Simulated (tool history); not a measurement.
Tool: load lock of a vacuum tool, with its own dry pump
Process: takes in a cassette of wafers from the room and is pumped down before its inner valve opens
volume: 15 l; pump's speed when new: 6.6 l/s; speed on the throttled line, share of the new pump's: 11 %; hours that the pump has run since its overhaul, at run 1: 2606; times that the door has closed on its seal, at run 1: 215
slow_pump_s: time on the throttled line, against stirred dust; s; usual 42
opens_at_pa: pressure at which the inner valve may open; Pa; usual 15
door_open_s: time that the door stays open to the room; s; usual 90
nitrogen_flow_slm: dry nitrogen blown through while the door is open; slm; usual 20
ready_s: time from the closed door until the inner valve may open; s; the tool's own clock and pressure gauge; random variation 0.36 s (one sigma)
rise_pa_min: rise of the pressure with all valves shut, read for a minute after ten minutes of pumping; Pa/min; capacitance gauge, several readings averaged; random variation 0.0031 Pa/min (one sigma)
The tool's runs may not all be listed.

run    hour  slow_pump_s  opens_at_pa  door_open_s  nitrogen_flow_slm  hours that the pump has run since its overhaul  times that the door has closed on its seal  incoming humidity of the room's air, %  ready_s  rise_pa_min
  1       0           42           15           90                 20                                            2606                                         215                                    43.7     57.9        0.081
  2    96.5           42           15           90                 20                                            2702                                         681                                    48.3       58        0.085
  3   192.9           42           15           90                 20                                            2798                                        1147                                    46.1     57.5        0.085
  4   269.8           42           15           90                 20                                            2875                                        1519                                    46.5     57.5         0.09
  5   352.3           42           15           36                 20                                            2958                                        1917                                    47.9     57.9        0.058
  6   426.3           42           15           90                  7                                            3032                                        2275                                    42.8     58.5        0.125
  7   513.8           42           15           90                  7                                            3119                                        2698                                      45     57.2        0.134
  8   573.4           42           15           90                  7                                            3179                                        2986                                    45.1     57.9        0.137
  9   637.2           42           15           90                  7                                            3243                                        3294                                    46.9     57.7        0.146
 10   685.2           42           15          115                 20                                            3291                                        3526                                    46.9     57.8        0.129
 11   753.3           42           15           90                 20                                            3359                                        3855                                    42.9     57.4        0.108
 12   820.3           42           15           90                 20                                            3426                                        4179                                    47.5     58.1        0.113
 13   911.6           23           19           27                 24                                            3517                                        4620                                    43.2     40.3        0.068
 14   993.2           42           15          158                  6                                            3599                                        5014                                    46.2     58.1        0.232
 15  1069.1           42           15          158                  6                                            3675                                        5381                                    44.2     57.6        0.224
 16  1154.3           32           16           57                 15                                            3760                                        5793                                    47.3     49.2        0.116
 17  1219.7           32           16           57                 15                                            3825                                        6108                                    42.4     48.9        0.118
 18  1299.7           58           15           33                 19                                            3905                                        6495                                    43.6     72.3        0.097
 19  1349.3           58           15           33                 19                                            3955                                        6735                                    41.2     72.2        0.105
 20  1438.9           35           23           70                  5                                            4044                                        7168                                    46.6     50.4        0.188
 21  1537.6           35           23           70                  5                                            4143                                        7644                                    45.7       50        0.184
 22  1619.5           71           22           90                 23                                            4225                                        8040                                    43.7     82.4        0.147
 23  1683.2           71           22           90                 23                                            4289                                        8348                                    46.4     82.2        0.156

5 ways to go on from here, each from the tool as it stands after run 23. What would each give?
  A  1750.3           79           15           90                 20                                            4356                                        8672                                    48.8        ?            ?
  B  1750.3           65           14           90                 23                                            4356                                        8672                                      43        ?            ?
  C  1750.3           42           15           90                 13                                            4356                                        8672                                    43.6        ?            ?
  D  1750.3           32           12           90                 29                                            4356                                        8672                                    44.7        ?            ?
  E  1750.3           71           22           90                 20                                            4356                                        8672                                    44.4        ?            ?

run  ready_s  rise_pa_min
  A     90.3        0.172
  B     79.2         0.16
  C     58.1        0.176
  D     48.9        0.148
  E       84        0.158
Without the tool's hidden state the same runs would have given:
run  ready_s  rise_pa_min
  A     89.9        0.082
  B     78.7        0.067
  C     57.5        0.086
  D     48.3        0.059
  E     83.6        0.068
